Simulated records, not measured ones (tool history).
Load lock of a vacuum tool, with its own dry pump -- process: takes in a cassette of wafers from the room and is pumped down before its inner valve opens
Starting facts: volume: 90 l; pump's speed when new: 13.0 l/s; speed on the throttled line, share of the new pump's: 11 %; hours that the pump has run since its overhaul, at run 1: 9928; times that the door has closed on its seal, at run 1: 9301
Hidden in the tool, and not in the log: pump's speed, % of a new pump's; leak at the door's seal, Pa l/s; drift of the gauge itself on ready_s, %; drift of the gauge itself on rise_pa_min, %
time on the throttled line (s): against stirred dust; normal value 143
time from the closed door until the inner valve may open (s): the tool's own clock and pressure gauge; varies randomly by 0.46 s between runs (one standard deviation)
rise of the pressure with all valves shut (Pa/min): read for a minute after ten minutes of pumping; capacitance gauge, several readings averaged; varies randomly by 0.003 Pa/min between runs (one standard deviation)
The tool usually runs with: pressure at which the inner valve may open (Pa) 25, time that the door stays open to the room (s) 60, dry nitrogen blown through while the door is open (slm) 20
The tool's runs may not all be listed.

| run | hour | time on the throttled line (s) | pressure at which the inner valve may open (Pa) | time that the door stays open to the room (s) | dry nitrogen blown through while the door is open (slm) | hours that the pump has run since its overhaul | times that the door has closed on its seal | incoming humidity of the room's air, % | time from the closed door until the inner valve may open (s) | rise of the pressure with all valves shut (Pa/min) |
|---|---|---|---|---|---|---|---|---|---|---|
| 1 | 0 | 143 | 25 | 60 | 20 | 9928 | 9301 | 43.6 | 188.1 | 0.066 |
| 2 | 200 | 143 | 25 | 60 | 20 | 10128 | 9727 | 44.8 | 188 | 0.069 |
| 3 | 410.5 | 143 | 25 | 60 | 20 | 10339 | 10176 | 40.7 | 188 | 0.068 |
| 4 | 527 | 143 | 25 | 60 | 20 | 10455 | 10424 | 43.1 | 188.6 | 0.07 |
| 5 | 666.6 | 143 | 25 | 60 | 20 | 10595 | 10722 | 45 | 188.6 | 0.078 |
| 6 | 785.8 | 143 | 50 | 60 | 20 | 10714 | 10975 | 40.8 | 182.8 | 0.069 |
| 7 | 917.4 | 143 | 25 | 172 | 20 | 10846 | 11256 | 47.8 | 188.1 | 0.104 |
| 8 | 1062.5 | 143 | 19 | 60 | 20 | 10991 | 11565 | 44.1 | 190.9 | 0.076 |
| 9 | 1245.9 | 143 | 25 | 60 | 20 | 11174 | 11956 | 46.6 | 188.4 | 0.087 |
| 10 | 1521 | 143 | 25 | 60 | 20 | 11449 | 12542 | 43.5 | 188.2 | 0.079 |
| 11 | 1658.6 | 143 | 25 | 39 | 20 | 11587 | 12836 | 49.4 | 189.1 | 0.077 |
| 12 | 1933.9 | 143 | 20 | 60 | 20 | 11862 | 13422 | 42.4 | 189.7 | 0.084 |
| 13 | 2119.2 | 143 | 25 | 73 | 20 | 12047 | 13817 | 45.4 | 188.8 | 0.102 |
| 14 | 2352 | 143 | 41 | 60 | 9 | 12280 | 14314 | 42.8 | 184.6 | 0.102 |
| 15 | 2551.4 | 143 | 41 | 60 | 9 | 12480 | 14739 | 45.6 | 184.6 | 0.114 |
| 16 | 2798.7 | 109 | 41 | 60 | 21 | 12727 | 15266 | 44.4 | 154.3 | 0.1 |
| 17 | 2962.8 | 109 | 41 | 60 | 21 | 12891 | 15615 | 45.8 | 154.3 | 0.103 |
| 18 | 3123 | 215 | 33 | 60 | 19 | 13051 | 15957 | 43.9 | 249.6 | 0.11 |
| 19 | 3316.8 | 143 | 33 | 60 | 20 | 13245 | 16370 | 47.4 | 186.7 | 0.115 |
| 20 | 3536.3 | 143 | 33 | 60 | 20 | 13464 | 16838 | 41.8 | 186.5 | 0.118 |
| 21 | 3735.9 | 143 | 33 | 60 | 20 | 13664 | 17263 | 47.2 | 187.2 | 0.124 |
| 22 | 3961 | 88 | 32 | 27 | 20 | 13889 | 17743 | 47.2 | 138.5 | 0.111 |
| 23 | 4135.8 | 128 | 25 | 186 | 11 | 14064 | 18115 | 45.1 | 175.7 | 0.17 |
| 24 | 4294.1 | 128 | 25 | 186 | 11 | 14222 | 18453 | 45.2 | 176.1 | 0.171 |
| 25 | 4494.1 | 141 | 21 | 67 | 10 | 14422 | 18879 | 44.1 | 188.3 | 0.15 |

Measured result minus the same run's result without the hidden state. Both carry the same run-to-run variation, though not necessarily the same gauge scatter:
| run | time from the closed door until the inner valve may open (s) | rise of the pressure with all valves shut (Pa/min) |
|---|---|---|
| 1 | +3 | +0.034 |
| 2 | +3 | +0.036 |
| 3 | +3.1 | +0.039 |
| 4 | +3.1 | +0.04 |
| 5 | +3.1 | +0.043 |
| 6 | +2.8 | +0.045 |
| 7 | +3.2 | +0.047 |
| 8 | +3.4 | +0.049 |
| 9 | +3.3 | +0.051 |
| 10 | +3.4 | +0.054 |
| 11 | +3.4 | +0.056 |
| 12 | +3.6 | +0.061 |
| 13 | +3.5 | +0.065 |
| 14 | +3.3 | +0.067 |
| 15 | +3.3 | +0.073 |
| 16 | +3.7 | +0.073 |
| 17 | +3.8 | +0.077 |
| 18 | +2.9 | +0.082 |
| 19 | +3.6 | +0.085 |
| 20 | +3.7 | +0.09 |
| 21 | +3.8 | +0.092 |
| 22 | +4.4 | +0.098 |
| 23 | +4.2 | +0.1 |
| 24 | +4.3 | +0.104 |
| 25 | +4.3 | +0.106 |

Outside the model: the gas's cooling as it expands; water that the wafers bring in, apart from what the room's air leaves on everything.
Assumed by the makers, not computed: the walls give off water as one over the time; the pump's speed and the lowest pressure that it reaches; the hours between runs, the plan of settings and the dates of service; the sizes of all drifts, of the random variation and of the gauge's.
